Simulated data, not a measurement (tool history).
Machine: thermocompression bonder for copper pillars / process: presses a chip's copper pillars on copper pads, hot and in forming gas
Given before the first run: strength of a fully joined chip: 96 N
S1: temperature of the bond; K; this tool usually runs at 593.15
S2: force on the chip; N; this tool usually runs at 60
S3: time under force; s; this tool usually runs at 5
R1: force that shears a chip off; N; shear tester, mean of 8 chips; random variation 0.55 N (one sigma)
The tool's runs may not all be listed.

run 1 hour=0 | S1=593.15 S2=60 S3=5 | R1=52.1
run 2 hour=29.4 | S1=593.15 S2=60 S3=3 | R1=43.6
run 3 hour=46.2 | S1=595.15 S2=60 S3=5 | R1=53.7
run 4 hour=71 | S1=595.15 S2=60 S3=5 | R1=51.9
run 5 hour=88.6 | S1=593.15 S2=54 S3=5 | R1=47.8
run 6 hour=107.6 | S1=593.15 S2=60 S3=4 | R1=46.9
run 7 hour=120.9 | S1=593.15 S2=60 S3=4 | R1=47.6
run 8 hour=146.3 | S1=593.15 S2=60 S3=3 | R1=42.9
run 9 hour=163.5 | S1=593.15 S2=60 S3=3 | R1=42.1
run 10 hour=187.3 | S1=593.15 S2=60 S3=5 | R1=50.6
run 11 hour=205.3 | S1=593.15 S2=60 S3=5 | R1=49.3
run 12 hour=228.4 | S1=593.15 S2=60 S3=5 | R1=50.4
run 13 hour=241.6 | S1=593.15 S2=60 S3=5 | R1=51
run 14 hour=268.9 | S1=593.15 S2=60 S3=5 | R1=50
run 15 hour=288.2 | S1=593.15 S2=60 S3=5 | R1=49.7
run 16 hour=306.7 | S1=593.15 S2=60 S3=5 | R1=49.8
run 17 hour=334.7 | S1=593.15 S2=60 S3=5 | R1=48.3
run 18 hour=348.2 | S1=593.15 S2=60 S3=5 | R1=51.9
run 19 hour=370.7 | S1=593.15 S2=60 S3=5 | R1=52.4
run 20 hour=388 | S1=593.15 S2=60 S3=5 | R1=51.8
run 21 hour=407 | S1=593.15 S2=60 S3=3 | R1=44.6
run 22 hour=437.6 | S1=577.15 S2=60 S3=9 | R1=56.5
run 23 hour=457.7 | S1=576.15 S2=79 S3=5 | R1=55.2
run 24 hour=483.1 | S1=602.15 S2=60 S3=5 | R1=54.4
run 25 hour=507.2 | S1=580.15 S2=75 S3=5 | R1=53.5
run 26 hour=520.2 | S1=580.15 S2=75 S3=3 | R1=45.6
run 27 hour=539.2 | S1=580.15 S2=50 S3=10 | R1=50.5
run 28 hour=567.1 | S1=584.15 S2=60 S3=3 | R1=38.8
run 29 hour=582.7 | S1=590.15 S2=65 S3=5 | R1=50.7
run 30 hour=603.9 | S1=590.15 S2=65 S3=5 | R1=51.2
run 31 hour=627.9 | S1=590.15 S2=65 S3=5 | R1=51.1
run 32 hour=658 | S1=620.15 S2=47 S3=5 | R1=50.9
run 33 hour=679.2 | S1=585.15 S2=60 S3=5 | R1=47
run 34 hour=698.7 | S1=585.15 S2=60 S3=5 | R1=46.1
run 35 hour=723.7 | S1=610.15 S2=60 S3=5 | R1=55.2
run 36 hour=742.5 | S1=601.15 S2=60 S3=5 | R1=52.1
run 37 hour=769 | S1=601.15 S2=60 S3=5 | R1=52.4
run 38 hour=783.9 | S1=565.15 S2=79 S3=5 | R1=47.8
run 39 hour=801.5 | S1=592.15 S2=60 S3=5 | R1=48.7

Between the runs listed above, the log contained 3 entries, not reproduced here. Where in the sequence does each belong, and how does what the log doesn't record of the tool's condition differ from the listed run before to the listed run after?
Logged between run 17 and run 18: forming gas filter changed (hour 346.1)
  true temperature of the bond over the reading, C: -3.2 -> -3.3; oxide that the forming gas leaves, % of the face: 7.51 -> 0.6
  measured less the result without the state, R1: -5.6 -> -2.1 N
Logged between run 27 and run 28: force cell calibrated (hour 543.1)
  true temperature of the bond over the reading, C: -4.6 -> -4.8; force that reaches the chip, % of what is set: 97.3 -> 95.3; oxide that the forming gas leaves, % of the face: 2.84 -> 3.16
  measured less the result without the state, R1: -4 -> -4.3 N
Logged between run 31 and run 32: force cell calibrated, once more (hour 655.6)
  true temperature of the bond over the reading, C: -5.2 -> -5.4; force that reaches the chip, % of what is set: 95.2 -> 99; oxide that the forming gas leaves, % of the face: 3.87 -> 4.19
  measured less the result without the state, R1: -5.7 -> -4.3 N
